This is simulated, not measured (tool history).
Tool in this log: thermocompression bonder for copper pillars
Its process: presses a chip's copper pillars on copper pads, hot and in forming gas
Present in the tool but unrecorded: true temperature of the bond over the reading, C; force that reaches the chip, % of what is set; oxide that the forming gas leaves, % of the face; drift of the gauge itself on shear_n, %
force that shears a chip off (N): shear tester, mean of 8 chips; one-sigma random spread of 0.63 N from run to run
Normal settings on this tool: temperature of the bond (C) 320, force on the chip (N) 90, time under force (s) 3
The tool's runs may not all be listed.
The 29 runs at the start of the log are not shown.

run,hour,temperature of the bond (C),force on the chip (N),time under force (s),hours of work since the heater was calibrated,hours of work since the force cell was calibrated,hours of work since the gas filter was changed,force that shears a chip off (N)
30,504.8,349,117,8,1159,574,47,138.6
31,519.3,349,117,8,1168,583,56,137.6
32,541.6,339,90,3,1182,597,69,92.3
33,558.9,317,57,7,1193,607,80,71.9
34,577.2,317,57,5,1204,619,91,62.8
35,596.2,339,129,2,1216,630,103,102.2
36,610.7,339,129,2,1225,639,112,104.1
# hour 614.4: heater calibrated with a thermocouple chip
37,632.3,329,114,3,11,651,124,95.6
38,645.9,344,56,3,19,660,133,59.1
39,667,320,102,2,33,673,146,71.2
40,680.4,346,57,8,41,681,154,86.2

Here are 4 independent what-if runs from the current tool condition. What would each one return?
A,700.3,309,78,8,53,693,166,?
B,700.3,291,90,3,53,693,166,?
C,700.3,327,59,8,53,693,166,?
D,700.3,315,57,8,53,693,166,?

run,force that shears a chip off (N)
A,84.1
B,56.8
C,77.3
D,68.1
The same runs, with their run-to-run variation unchanged, on a tool lacking any hidden condition would have given:
run,force that shears a chip off (N)
A,87.9
B,59.6
C,80.9
D,71.3
